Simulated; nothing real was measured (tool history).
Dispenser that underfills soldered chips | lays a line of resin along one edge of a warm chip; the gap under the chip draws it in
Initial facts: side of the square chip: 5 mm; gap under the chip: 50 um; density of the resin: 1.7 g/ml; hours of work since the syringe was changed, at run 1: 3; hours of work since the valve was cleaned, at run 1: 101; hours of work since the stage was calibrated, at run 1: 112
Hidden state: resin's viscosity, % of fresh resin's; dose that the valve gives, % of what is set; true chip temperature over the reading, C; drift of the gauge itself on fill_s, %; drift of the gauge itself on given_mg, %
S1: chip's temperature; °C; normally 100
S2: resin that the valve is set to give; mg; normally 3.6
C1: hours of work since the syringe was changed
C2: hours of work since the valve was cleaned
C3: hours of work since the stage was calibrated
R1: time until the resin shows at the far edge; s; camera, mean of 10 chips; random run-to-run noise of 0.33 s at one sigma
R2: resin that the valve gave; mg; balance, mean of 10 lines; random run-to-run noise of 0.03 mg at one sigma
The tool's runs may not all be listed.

Run 1, hour 0: usual settings; C1 3; C2 101; C3 112. Result: R1 14.7 s, R2 3.47 mg.
Run 2, hour 3.6: usual settings; C1 5; C2 103; C3 115. Result: R1 16.6 s, R2 3.41 mg.
At hour 6.1: new syringe of resin.
Run 3, hour 6.2: usual settings but S1 105 °C; C1 0; C2 105; C3 116. Result: R1 10.6 s, R2 3.43 mg.
Run 4, hour 10.6: usual settings but S1 92 °C; C1 3; C2 108; C3 119. Result: R1 21.3 s, R2 3.44 mg.
Run 5, hour 14.3: usual settings; C1 6; C2 110; C3 122. Result: R1 17.3 s, R2 3.45 mg.
At hour 16.4: new syringe of resin.
Run 6, hour 16.8: usual settings; C1 0; C2 112; C3 123. Result: R1 13.3 s, R2 3.44 mg.
Run 7, hour 19.4: usual settings; C1 2; C2 113; C3 125. Result: R1 14.3 s, R2 3.45 mg.
Run 8, hour 22.5: usual settings but S2 3.57 mg; C1 4; C2 116; C3 127. Result: R1 16.4 s, R2 3.38 mg.
At hour 26.8: new syringe of resin.
Run 9, hour 27.4: usual settings but S2 4.5 mg; C1 0; C2 119; C3 130. Result: R1 13.5 s, R2 4.31 mg.
Run 10, hour 29.6: usual settings but S2 4.5 mg; C1 2; C2 120; C3 132. Result: R1 14.6 s, R2 4.22 mg.
Run 11, hour 32.7: usual settings; C1 4; C2 122; C3 134. Result: R1 16.3 s, R2 3.43 mg.
Run 12, hour 34.8: usual settings; C1 5; C2 124; C3 135. Result: R1 17.3 s, R2 3.44 mg.
At hour 37: new syringe of resin.
Run 13, hour 39.7: usual settings; C1 2; C2 127; C3 138. Result: R1 14.1 s, R2 3.47 mg.
Run 14, hour 43.2: usual settings but S2 3.3 mg; C1 4; C2 129; C3 141. Result: R1 16.1 s, R2 3.12 mg.
At hour 47.2: new syringe of resin.
Run 15, hour 48.4: usual settings but S2 3.3 mg; C1 1; C2 132; C3 144. Result: R1 13.7 s, R2 3.1 mg.
At hour 51.6: dispensing valve cleaned and set on the balance.
Run 16, hour 54: usual settings but S1 103 °C, S2 3.77 mg; C1 4; C2 2; C3 147. Result: R1 14.8 s, R2 3.82 mg.
Run 17, hour 56.7: usual settings but S1 103 °C, S2 3.77 mg; C1 6; C2 3; C3 149. Result: R1 15.9 s, R2 3.72 mg.
At hour 58.2: new syringe of resin.
Run 18, hour 59.3: usual settings but S2 3.1 mg; C1 1; C2 5; C3 150. Result: R1 13.2 s, R2 3.05 mg.
Run 19, hour 62.4: usual settings but S2 3.1 mg; C1 3; C2 7; C3 152. Result: R1 14.8 s, R2 3.08 mg.
Run 20, hour 66.2: usual settings but S1 112 °C, S2 3.87 mg; C1 5; C2 10; C3 155. Result: R1 10.9 s, R2 3.84 mg.
At hour 68.4: new syringe of resin.
Run 21, hour 70.8: usual settings; C1 2; C2 13; C3 158. Result: R1 14.3 s, R2 3.67 mg.
Run 22, hour 75.1: usual settings; C1 5; C2 15; C3 161. Result: R1 15.8 s, R2 3.54 mg.
At hour 78.4: new syringe of resin.
Run 23, hour 79.7: usual settings but S2 4.06 mg; C1 1; C2 18; C3 164. Result: R1 12.9 s, R2 4.1 mg.
Run 24, hour 82.3: usual settings but S1 110 °C, S2 4.63 mg; C1 3; C2 20; C3 165. Result: R1 10 s, R2 4.59 mg.
Run 25, hour 84.9: usual settings but S1 106 °C, S2 3.26 mg; C1 4; C2 22; C3 167. Result: R1 12.7 s, R2 3.21 mg.
At hour 88.8: new syringe of resin.
Run 26, hour 88.8: usual settings but S1 89 °C, S2 3.81 mg; C1 0; C2 24; C3 170. Result: R1 20.8 s, R2 3.78 mg.
Run 27, hour 94: usual settings but S1 105 °C, S2 3.54 mg; C1 4; C2 28; C3 173. Result: R1 13.5 s, R2 3.49 mg.
Run 28, hour 98.4: usual settings but S1 98 °C, S2 4.29 mg; C1 7; C2 31; C3 176. Result: R1 19.6 s, R2 4.23 mg.
At hour 98.9: new syringe of resin.
Run 29, hour 102.2: usual settings but S1 90 °C, S2 4.52 mg; C1 2; C2 33; C3 179. Result: R1 22.2 s, R2 4.36 mg.

What if the next run were any one of these 3? Each begins from the tool's condition after run 29:
Run A, hour 105.7: usual settings but S1 96 °C, S2 3.85 mg; C1 5; C2 36; C3 181. Result: R1 ?, R2 ?.
Run B, hour 105.7: usual settings but S1 87 °C, S2 3.63 mg; C1 5; C2 36; C3 181. Result: R1 ?, R2 ?.
Run C, hour 105.7: usual settings but S1 95 °C, S2 3.83 mg; C1 5; C2 36; C3 181. Result: R1 ?, R2 ?.

run    R1    R2
  A    20  3.82
  B  28.4  3.58
  C  20.9  3.76
Without the tool's unlogged condition, the same runs would have read:
run    R1    R2
  A  15.3  3.86
  B  21.6  3.63
  C    16  3.81
